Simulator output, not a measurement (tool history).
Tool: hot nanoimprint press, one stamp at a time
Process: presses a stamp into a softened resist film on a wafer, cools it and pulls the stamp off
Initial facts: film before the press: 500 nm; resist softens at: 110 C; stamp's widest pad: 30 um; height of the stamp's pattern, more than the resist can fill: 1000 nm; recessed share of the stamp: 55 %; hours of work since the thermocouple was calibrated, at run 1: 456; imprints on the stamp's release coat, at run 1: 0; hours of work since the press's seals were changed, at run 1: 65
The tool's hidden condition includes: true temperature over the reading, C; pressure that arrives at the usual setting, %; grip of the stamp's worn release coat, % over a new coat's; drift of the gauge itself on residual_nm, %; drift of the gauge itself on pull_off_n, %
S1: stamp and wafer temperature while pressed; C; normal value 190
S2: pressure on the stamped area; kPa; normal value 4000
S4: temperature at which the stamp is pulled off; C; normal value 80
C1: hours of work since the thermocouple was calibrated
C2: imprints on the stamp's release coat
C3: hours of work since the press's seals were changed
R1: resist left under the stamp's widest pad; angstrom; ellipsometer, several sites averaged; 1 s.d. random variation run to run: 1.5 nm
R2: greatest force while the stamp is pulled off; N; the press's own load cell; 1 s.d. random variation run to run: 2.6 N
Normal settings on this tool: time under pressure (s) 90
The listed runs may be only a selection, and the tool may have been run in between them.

{"run": 1, "hour": 0.0, "S1": 190, "S2": 4000, "time under pressure (s)": 90, "S4": 80, "C1": 456, "C2": 0, "C3": 65, "R1": 2506, "R2": 116}
{"run": 2, "hour": 17.7, "S1": 190, "S2": 4000, "time under pressure (s)": 90, "S4": 80, "C1": 469, "C2": 91, "C3": 78, "R1": 2541, "R2": 131}
{"run": 3, "hour": 46.8, "S1": 190, "S2": 4000, "time under pressure (s)": 48, "S4": 80, "C1": 491, "C2": 240, "C3": 100, "R1": 3085, "R2": 138}
{"run": 4, "hour": 66.4, "S1": 190, "S2": 4000, "time under pressure (s)": 48, "S4": 80, "C1": 506, "C2": 340, "C3": 115, "R1": 3101, "R2": 132}
{"run": 5, "hour": 84.8, "S1": 190, "S2": 4000, "time under pressure (s)": 48, "S4": 80, "C1": 520, "C2": 434, "C3": 129, "R1": 3079, "R2": 142}
{"run": 6, "hour": 107.1, "S1": 190, "S2": 4000, "time under pressure (s)": 48, "S4": 80, "C1": 536, "C2": 548, "C3": 146, "R1": 3110, "R2": 141}
{"run": 7, "hour": 119.9, "S1": 190, "S2": 4000, "time under pressure (s)": 48, "S4": 80, "C1": 546, "C2": 614, "C3": 156, "R1": 3103, "R2": 141}
{"run": 8, "hour": 151.0, "S1": 190, "S2": 4000, "time under pressure (s)": 90, "S4": 80, "C1": 570, "C2": 773, "C3": 179, "R1": 2558, "R2": 148}
{"hour": 156.4, "done": "plate thermocouple calibrated"}
{"run": 9, "hour": 178.2, "S1": 190, "S2": 4000, "time under pressure (s)": 90, "S4": 80, "C1": 16, "C2": 897, "C3": 197, "R1": 2699, "R2": 154}
{"run": 10, "hour": 200.5, "S1": 190, "S2": 4000, "time under pressure (s)": 90, "S4": 80, "C1": 33, "C2": 1011, "C3": 214, "R1": 2722, "R2": 163}
{"hour": 227.9, "done": "plate thermocouple calibrated, once more"}
{"run": 11, "hour": 230.0, "S1": 194, "S2": 4000, "time under pressure (s)": 90, "S4": 80, "C1": 2, "C2": 1147, "C3": 234, "R1": 1944, "R2": 157}
{"run": 12, "hour": 255.7, "S1": 201, "S2": 4000, "time under pressure (s)": 90, "S4": 80, "C1": 21, "C2": 1278, "C3": 253, "R1": 1400, "R2": 162}
{"run": 13, "hour": 277.2, "S1": 201, "S2": 4000, "time under pressure (s)": 90, "S4": 80, "C1": 37, "C2": 1388, "C3": 270, "R1": 1404, "R2": 168}
{"run": 14, "hour": 299.7, "S1": 190, "S2": 4000, "time under pressure (s)": 119, "S4": 80, "C1": 54, "C2": 1503, "C3": 287, "R1": 2134, "R2": 171}
{"run": 15, "hour": 324.7, "S1": 190, "S2": 4000, "time under pressure (s)": 119, "S4": 80, "C1": 73, "C2": 1631, "C3": 305, "R1": 2121, "R2": 173}
{"run": 16, "hour": 350.8, "S1": 201, "S2": 3100, "time under pressure (s)": 64, "S4": 66, "C1": 93, "C2": 1764, "C3": 325, "R1": 1860, "R2": 246}
{"run": 17, "hour": 382.1, "S1": 190, "S2": 2890, "time under pressure (s)": 90, "S4": 80, "C1": 116, "C2": 1925, "C3": 349, "R1": 2713, "R2": 186}
{"run": 18, "hour": 403.8, "S1": 198, "S2": 4000, "time under pressure (s)": 90, "S4": 80, "C1": 133, "C2": 2036, "C3": 365, "R1": 1638, "R2": 190}
{"run": 19, "hour": 420.3, "S1": 190, "S2": 2940, "time under pressure (s)": 159, "S4": 88, "C1": 145, "C2": 2120, "C3": 378, "R1": 2209, "R2": 155}
{"hour": 445.3, "done": "stamp cleaned and given a new release coat"}
{"run": 20, "hour": 449.9, "S1": 190, "S2": 2940, "time under pressure (s)": 159, "S4": 88, "C1": 163, "C2": 23, "C3": 395, "R1": 2238, "R2": 92}
{"run": 21, "hour": 480.8, "S1": 190, "S2": 2940, "time under pressure (s)": 159, "S4": 88, "C1": 186, "C2": 181, "C3": 419, "R1": 2238, "R2": 102}
{"run": 22, "hour": 512.2, "S1": 190, "S2": 2940, "time under pressure (s)": 148, "S4": 88, "C1": 210, "C2": 342, "C3": 442, "R1": 2297, "R2": 105}
{"run": 23, "hour": 539.3, "S1": 181, "S2": 3380, "time under pressure (s)": 55, "S4": 83, "C1": 230, "C2": 481, "C3": 463, "R1": 4039, "R2": 125}
{"run": 24, "hour": 556.7, "S1": 190, "S2": 5390, "time under pressure (s)": 49, "S4": 78, "C1": 243, "C2": 569, "C3": 476, "R1": 2698, "R2": 149}
{"run": 25, "hour": 577.5, "S1": 190, "S2": 4000, "time under pressure (s)": 158, "S4": 80, "C1": 259, "C2": 676, "C3": 491, "R1": 1964, "R2": 151}
{"run": 26, "hour": 602.1, "S1": 190, "S2": 4000, "time under pressure (s)": 158, "S4": 80, "C1": 278, "C2": 802, "C3": 510, "R1": 2014, "R2": 152}
{"run": 27, "hour": 627.1, "S1": 183, "S2": 4000, "time under pressure (s)": 58, "S4": 80, "C1": 296, "C2": 930, "C3": 529, "R1": 3694, "R2": 155}
{"run": 28, "hour": 656.5, "S1": 190, "S2": 4000, "time under pressure (s)": 90, "S4": 82, "C1": 319, "C2": 1080, "C3": 551, "R1": 2468, "R2": 149}
{"run": 29, "hour": 679.8, "S1": 185, "S2": 4540, "time under pressure (s)": 173, "S4": 70, "C1": 336, "C2": 1199, "C3": 569, "R1": 2346, "R2": 195}

What if the next run were any one of these 4? Each begins from the tool's condition after run 29:
{"run": "A", "hour": 708.9, "S1": 191, "S2": 4540, "time under pressure (s)": 86, "S4": 70, "C1": 358, "C2": 1348, "C3": 591, "R1": "?", "R2": "?"}
{"run": "B", "hour": 708.9, "S1": 190, "S2": 4000, "time under pressure (s)": 67, "S4": 75, "C1": 358, "C2": 1348, "C3": 591, "R1": "?", "R2": "?"}
{"run": "C", "hour": 708.9, "S1": 190, "S2": 4000, "time under pressure (s)": 85, "S4": 80, "C1": 358, "C2": 1348, "C3": 591, "R1": "?", "R2": "?"}
{"run": "D", "hour": 708.9, "S1": 192, "S2": 4540, "time under pressure (s)": 134, "S4": 70, "C1": 358, "C2": 1348, "C3": 591, "R1": "?", "R2": "?"}

run=A R1=2281 R2=206
run=B R1=2732 R2=194
run=C R1=2535 R2=167
run=D R1=1820 R2=204
Take away the tool's hidden state, keep each run's random variation, and the runs would have read:
run=A R1=2127 R2=144
run=B R1=2570 R2=136
run=C R1=2376 R2=116
run=D R1=1689 R2=143
